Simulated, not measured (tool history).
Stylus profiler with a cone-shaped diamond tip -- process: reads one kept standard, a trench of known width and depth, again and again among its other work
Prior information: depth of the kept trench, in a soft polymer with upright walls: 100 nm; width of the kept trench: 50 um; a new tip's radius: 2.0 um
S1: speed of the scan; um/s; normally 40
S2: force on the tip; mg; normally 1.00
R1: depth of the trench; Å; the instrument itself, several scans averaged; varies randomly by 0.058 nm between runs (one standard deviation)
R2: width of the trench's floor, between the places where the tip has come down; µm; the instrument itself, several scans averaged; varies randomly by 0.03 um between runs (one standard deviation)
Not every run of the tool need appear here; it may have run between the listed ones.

run   hour  S1    S2      R1     R2
  1    0.0  40  1.00  1006.6  48.61
  2   15.5  40  1.00  1007.0  48.56
  3   29.8  27  1.00  1006.8  48.57
  4   38.3  27  1.00  1006.6  48.63
  5   45.1  27  1.00  1006.2  48.66
  6   56.6  27  1.00  1006.7  48.66
  7   66.6  27  1.00  1007.2  48.62
  8   79.7  27  1.00  1007.0  48.58
  9   87.4  27  1.00  1005.8  48.62
 10  102.1  27  1.00  1006.2  48.60
 11  109.2  27  1.00  1007.3  48.63
 12  125.2  45  0.35  1003.7  48.47
 13  133.8  45  0.35  1003.9  48.42
 14  141.7  31  0.57  1004.3  48.59
 15  151.3  13  1.10  1007.7  48.63
 16  158.4  25  2.95  1014.2  48.66
 17  171.4  25  0.50  1003.7  48.60
 18  185.4  21  1.17  1007.6  48.61
 19  195.5  59  1.58  1009.6  48.56
 20  203.2  33  1.27  1008.6  48.56

Hidden state or all else? Some run-to-run changes of R1, split into what the settings, what came in and random variation would give without the hidden state, and what is left for the hidden state (with any gauge scatter that isn't in both results):
Hidden state present: radius of the tip, um; height scale over the true one, %; drift of the gauge itself on depth_nm, %; drift of the gauge itself on floor_um, %.
Run 1 -> 2: nothing adjusted, nothing logged. R1 +0.4 Å: hidden state +0.1, all else +0.3.
Run 5 -> 6: nothing adjusted, nothing logged. R1 +0.5 Å: hidden state +0.1, all else +0.4.
Run 15 -> 16: S1 13 -> 25, S2 1.10 -> 2.95. R1 +6.5 Å: hidden state +0.0, all else +6.5.
Run 16 -> 17: S2 2.95 -> 0.50. R1 -10.5 Å: hidden state +0.0, all else -10.5.
